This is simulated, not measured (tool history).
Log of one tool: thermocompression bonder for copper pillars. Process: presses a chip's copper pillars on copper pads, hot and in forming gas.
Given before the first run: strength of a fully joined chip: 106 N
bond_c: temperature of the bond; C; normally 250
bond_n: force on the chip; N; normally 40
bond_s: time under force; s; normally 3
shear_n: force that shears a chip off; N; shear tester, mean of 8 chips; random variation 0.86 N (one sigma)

run   hour  bond_c  bond_n  bond_s  shear_n
  1    0.0     250      40       3     58.3
  2    9.7     250      40       3     57.7
  3   21.9     250      40       3     58.0
  4   29.7     250      40       3     58.5
  5   41.8     250      40       3     57.7
      50.5  -- heater calibrated with a thermocouple chip
  6   56.0     250      25       3     47.9
  7   71.4     250      25       3     46.9
  8   81.5     250      25       3     46.6
  9   96.4     250      25       3     46.4
 10  106.5     225      40       3     44.1
 11  121.5     226      40       3     45.1
 12  132.0     250      40       2     58.4
 13  145.4     275      40       2     80.3
 14  156.6     275      40       2     79.7
 15  166.0     274      40       3     85.9
 16  177.2     265      49       7     98.7
 17  193.0     251      39       4     70.6
 18  204.6     231      39       3     46.8
 19  219.5     231      39       3     48.0
 20  233.3     247      28       7     62.6
 21  241.1     226      41       3     44.7

The next listed run, before its measurement:
 22  256.7     255      39       3        ?

{"run 22": {"shear_n": 70.0}}
Take away the tool's hidden state, keep the run-to-run variation as it was, and the same run would have given shear_n 74.3 N.
